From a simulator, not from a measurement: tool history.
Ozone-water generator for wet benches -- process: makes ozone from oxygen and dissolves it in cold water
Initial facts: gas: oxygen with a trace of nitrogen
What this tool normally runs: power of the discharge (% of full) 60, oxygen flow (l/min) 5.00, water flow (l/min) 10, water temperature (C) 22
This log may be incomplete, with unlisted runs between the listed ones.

run	hour	power of the discharge (% of full)	oxygen flow (l/min)	water flow (l/min)	water temperature (C)	dissolved ozone (ppm)	ozone in the gas ahead of the water (g/m3)
1	0.0	60	5.00	10	22	27.5	203.9
2	64.3	60	5.00	10	22	27.4	204.1
3	110.2	60	5.00	10	22	27.0	202.2
4	150.8	60	5.00	13	22	22.3	204.8
5	234.5	60	5.00	13	22	22.0	203.5
6	303.2	60	5.00	13	22	22.3	202.1
7	348.8	60	5.00	10	22	27.1	201.0
8	389.5	60	5.00	10	22	26.9	201.5
9	464.4	60	5.00	10	22	26.9	201.0
10	519.5	60	5.72	10	22	25.9	183.6
11	579.0	60	5.72	10	22	25.7	183.3
# hour 585.1: water thermometer calibrated
12	622.9	60	5.00	10	16	29.9	199.3
13	696.4	60	5.00	10	16	30.0	199.2
14	742.7	40	5.00	10	16	23.4	156.6
15	818.3	40	5.00	10	16	23.4	156.7
16	866.8	86	4.81	7	19	44.3	252.1
17	946.1	60	5.00	6	26	32.5	198.0
18	980.7	60	5.00	6	26	32.5	199.6
# hour 1026.1: water thermometer calibrated, once more
19	1038.7	68	5.00	10	28	24.8	210.8
20	1105.6	66	3.57	9	26	30.9	259.2
21	1188.6	44	4.93	10	16	25.0	166.7
22	1263.7	70	4.93	10	15	32.8	216.0
23	1298.7	70	4.93	10	15	33.0	218.0
24	1376.9	50	5.00	9	22	25.3	175.2
25	1446.5	46	3.64	6	17	38.8	210.0
26	1514.9	74	5.00	10	15	33.5	218.0
27	1592.8	60	5.41	13	22	20.1	182.5
28	1629.7	75	5.00	11	24	26.4	218.8
29	1693.9	75	5.00	11	24	25.7	219.8

3 options for the next run, each taken on its own from the tool as it stands now. Forecast them:
A	1730.5	55	5.00	10	22	?	?
B	1730.5	60	5.00	11	22	?	?
C	1730.5	75	5.83	7	24	?	?

run	dissolved ozone (ppm)	ozone in the gas ahead of the water (g/m3)
A	24.6	183.3
B	23.6	193.3
C	32.8	197.4
The same runs, with their run-to-run variation unchanged, on a tool lacking any hidden condition would have given:
run	dissolved ozone (ppm)	ozone in the gas ahead of the water (g/m3)
A	29.3	202.1
B	28.5	214.3
C	39.2	222.2

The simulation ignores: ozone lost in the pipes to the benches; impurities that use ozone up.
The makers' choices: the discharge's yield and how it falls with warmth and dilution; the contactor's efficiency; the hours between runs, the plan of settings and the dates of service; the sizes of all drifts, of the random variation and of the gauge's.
